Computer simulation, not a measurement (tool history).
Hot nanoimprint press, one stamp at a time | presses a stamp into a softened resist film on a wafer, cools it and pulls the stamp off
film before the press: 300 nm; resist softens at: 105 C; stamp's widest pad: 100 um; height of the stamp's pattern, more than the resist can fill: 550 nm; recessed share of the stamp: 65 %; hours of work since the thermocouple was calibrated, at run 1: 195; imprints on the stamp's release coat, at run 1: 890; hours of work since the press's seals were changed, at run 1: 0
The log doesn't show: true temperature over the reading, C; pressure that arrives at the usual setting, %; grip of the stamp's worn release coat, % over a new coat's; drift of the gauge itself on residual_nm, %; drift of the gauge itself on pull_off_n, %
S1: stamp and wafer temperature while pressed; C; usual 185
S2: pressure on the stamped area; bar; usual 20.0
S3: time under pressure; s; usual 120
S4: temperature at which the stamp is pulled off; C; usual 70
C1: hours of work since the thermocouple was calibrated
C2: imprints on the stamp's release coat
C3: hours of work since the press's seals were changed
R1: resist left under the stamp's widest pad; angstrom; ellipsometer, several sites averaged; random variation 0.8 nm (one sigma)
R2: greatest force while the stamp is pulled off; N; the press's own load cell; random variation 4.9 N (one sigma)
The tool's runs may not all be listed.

run    hour   S1    S2   S3  S4   C1    C2   C3    R1   R2
  1     0.0  185  20.0  120  70  195   890    0  1241  315
  2    48.4  185  20.0  120  70  225  1101   30  1238  341
       72.4  -- stamp cleaned and given a new release coat
  3    75.4  185  20.0  120  70  238    13   43  1257  253
  4   107.4  185  20.0  120  70  258   153   63  1249  258
  5   137.0  185  20.0  120  70  276   281   81  1271  272
  6   184.0  185  20.0  120  70  305   486  110  1260  296
  7   205.3  185  20.0  120  70  318   578  123  1266  301
  8   227.9  185  20.0  120  70  332   677  137  1269  307
  9   256.5  181  20.0  120  70  350   801  155  1536  315
 10   298.7  181  20.0  120  70  376   985  181  1519  327
      335.5  -- plate thermocouple calibrated
 11   336.1  187  20.0  120  70    0  1134  202  1095  336
      352.0  -- stamp cleaned and given a new release coat
 12   375.3  185  20.0  120  68   21   102  223  1223  260
 13   416.0  185  20.0  120  78   46   279  248  1217  207
 14   457.2  185  20.0  120  78   72   458  273  1219  217
 15   501.2  185  20.0  120  78   99   649  300  1238  239
 16   549.6  185  20.0  120  69  129   860  330  1244  337
 17   593.0  185  20.0  120  69  155  1049  357  1243  343
      630.8  -- stamp cleaned and given a new release coat
 18   634.0  185  20.0  120  69  177    14  379  1262  251
 19   673.6  185  20.0  120  69  201   186  403  1256  273
 20   700.6  174  20.0  106  70  218   304  420  2079  274
 21   735.5  174  20.0  106  70  240   456  441  2095  288
 22   761.8  185  20.0   73  67  256   570  458  1521  299
 23   799.7  185  20.0   73  67  279   735  481  1520  325
 24   836.0  185  20.0   73  67  302   893  503  1528  352
 25   871.3  185  20.0   73  67  324  1047  525  1522  363
 26   893.3  185  20.0   73  67  337  1142  539  1534  372
      908.7  -- stamp cleaned and given a new release coat
 27   932.5  185  20.0   73  67  358   104  559  1562  278
 28   968.0  185  20.0   73  67  380   258  581  1550  286
      996.9  -- plate thermocouple calibrated
 29  1011.0  174  18.6  199  74    9   432  606  1732  251

4 ways to go on from here, each from the tool as it stands after run 29. What would each give?
  A  1049.8  192  21.4  120  70  33  601  630   ?   ?
  B  1049.8  183  22.6  199  74  33  601  630   ?   ?
  C  1049.8  178  12.3  199  74  33  601  630   ?   ?
  D  1049.8  174  18.6  199  76  33  601  630   ?   ?

run    R1   R2
  A   859  293
  B  1055  255
  C  1779  248
  D  1748  240
Without the tool's hidden state the same runs would have given:
run    R1   R2
  A   832  242
  B  1020  210
  C  1750  205
  D  1708  199
